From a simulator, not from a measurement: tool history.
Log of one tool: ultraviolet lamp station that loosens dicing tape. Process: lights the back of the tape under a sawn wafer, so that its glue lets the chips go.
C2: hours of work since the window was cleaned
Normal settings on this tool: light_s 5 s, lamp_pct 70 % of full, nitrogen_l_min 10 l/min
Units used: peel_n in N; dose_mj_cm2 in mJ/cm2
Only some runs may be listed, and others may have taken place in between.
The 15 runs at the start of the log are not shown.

run 16 hour=461.4 | light_s=5 lamp_pct=70 nitrogen_l_min=10 | hours_of_work_of_the_lamp=263 C2=99 | peel_n=1.058 dose_mj_cm2=362
run 17 hour=501.6 | light_s=5 lamp_pct=70 nitrogen_l_min=10 | hours_of_work_of_the_lamp=280 C2=116 | peel_n=1.107 dose_mj_cm2=356
run 18 hour=545.6 | light_s=5 lamp_pct=70 nitrogen_l_min=10 | hours_of_work_of_the_lamp=299 C2=135 | peel_n=1.152 dose_mj_cm2=346
run 19 hour=592.8 | light_s=3 lamp_pct=88 nitrogen_l_min=5 | hours_of_work_of_the_lamp=319 C2=155 | peel_n=2.101 dose_mj_cm2=255
run 20 hour=629.7 | light_s=3 lamp_pct=86 nitrogen_l_min=11 | hours_of_work_of_the_lamp=335 C2=171 | peel_n=1.696 dose_mj_cm2=247
run 21 hour=657.8 | light_s=3 lamp_pct=70 nitrogen_l_min=9 | hours_of_work_of_the_lamp=347 C2=183 | peel_n=2.429 dose_mj_cm2=202
run 22 hour=681.9 | light_s=8 lamp_pct=61 nitrogen_l_min=10 | hours_of_work_of_the_lamp=357 C2=193 | peel_n=0.653 dose_mj_cm2=464
run 23 hour=727.8 | light_s=8 lamp_pct=99 nitrogen_l_min=13 | hours_of_work_of_the_lamp=377 C2=212 | peel_n=0.181 dose_mj_cm2=737
run 24 hour=756.4 | light_s=6 lamp_pct=70 nitrogen_l_min=10 | hours_of_work_of_the_lamp=389 C2=225 | peel_n=0.960 dose_mj_cm2=387
run 25 hour=786.6 | light_s=6 lamp_pct=70 nitrogen_l_min=10 | hours_of_work_of_the_lamp=402 C2=237 | peel_n=1.001 dose_mj_cm2=377
-- hour=809.5 window cleaned of glue's vapour
run 26 hour=820.4 | light_s=2 lamp_pct=100 nitrogen_l_min=4 | hours_of_work_of_the_lamp=416 C2=5 | peel_n=2.716 dose_mj_cm2=203
run 27 hour=839.9 | light_s=4 lamp_pct=76 nitrogen_l_min=4 | hours_of_work_of_the_lamp=424 C2=13 | peel_n=1.830 dose_mj_cm2=307
run 28 hour=884.6 | light_s=9 lamp_pct=94 nitrogen_l_min=7 | hours_of_work_of_the_lamp=443 C2=32 | peel_n=0.187 dose_mj_cm2=850
run 29 hour=905.6 | light_s=4 lamp_pct=94 nitrogen_l_min=11 | hours_of_work_of_the_lamp=452 C2=41 | peel_n=0.970 dose_mj_cm2=380
run 30 hour=939.7 | light_s=4 lamp_pct=82 nitrogen_l_min=17 | hours_of_work_of_the_lamp=467 C2=55 | peel_n=1.035 dose_mj_cm2=322
run 31 hour=972.1 | light_s=9 lamp_pct=95 nitrogen_l_min=6 | hours_of_work_of_the_lamp=481 C2=69 | peel_n=0.221 dose_mj_cm2=825
run 32 hour=999.5 | light_s=9 lamp_pct=65 nitrogen_l_min=4 | hours_of_work_of_the_lamp=492 C2=81 | peel_n=0.717 dose_mj_cm2=565
run 33 hour=1024.1 | light_s=2 lamp_pct=100 nitrogen_l_min=17 | hours_of_work_of_the_lamp=503 C2=91 | peel_n=2.227 dose_mj_cm2=194
run 34 hour=1045.6 | light_s=2 lamp_pct=100 nitrogen_l_min=17 | hours_of_work_of_the_lamp=512 C2=101 | peel_n=2.219 dose_mj_cm2=185
run 35 hour=1090.2 | light_s=5 lamp_pct=69 nitrogen_l_min=10 | hours_of_work_of_the_lamp=531 C2=120 | peel_n=1.279 dose_mj_cm2=320

Predict each of these 4 candidate next runs independently; none follows another, all start after run 35:
run A hour=1110.9 | light_s=8 lamp_pct=70 nitrogen_l_min=4 | hours_of_work_of_the_lamp=540 C2=128 | peel_n=? dose_mj_cm2=?
run B hour=1110.9 | light_s=5 lamp_pct=85 nitrogen_l_min=10 | hours_of_work_of_the_lamp=540 C2=128 | peel_n=? dose_mj_cm2=?
run C hour=1110.9 | light_s=6 lamp_pct=69 nitrogen_l_min=10 | hours_of_work_of_the_lamp=540 C2=128 | peel_n=? dose_mj_cm2=?
run D hour=1110.9 | light_s=5 lamp_pct=70 nitrogen_l_min=11 | hours_of_work_of_the_lamp=540 C2=128 | peel_n=? dose_mj_cm2=?

run=A peel_n=0.844 dose_mj_cm2=522
run=B peel_n=0.889 dose_mj_cm2=390
run=C peel_n=0.968 dose_mj_cm2=384
run=D peel_n=1.244 dose_mj_cm2=319
With the hidden condition removed and each run's random variation left untouched, the same runs would have given:
run=A peel_n=0.505 dose_mj_cm2=667
run=B peel_n=0.542 dose_mj_cm2=499
run=C peel_n=0.592 dose_mj_cm2=491
run=D peel_n=0.806 dose_mj_cm2=408
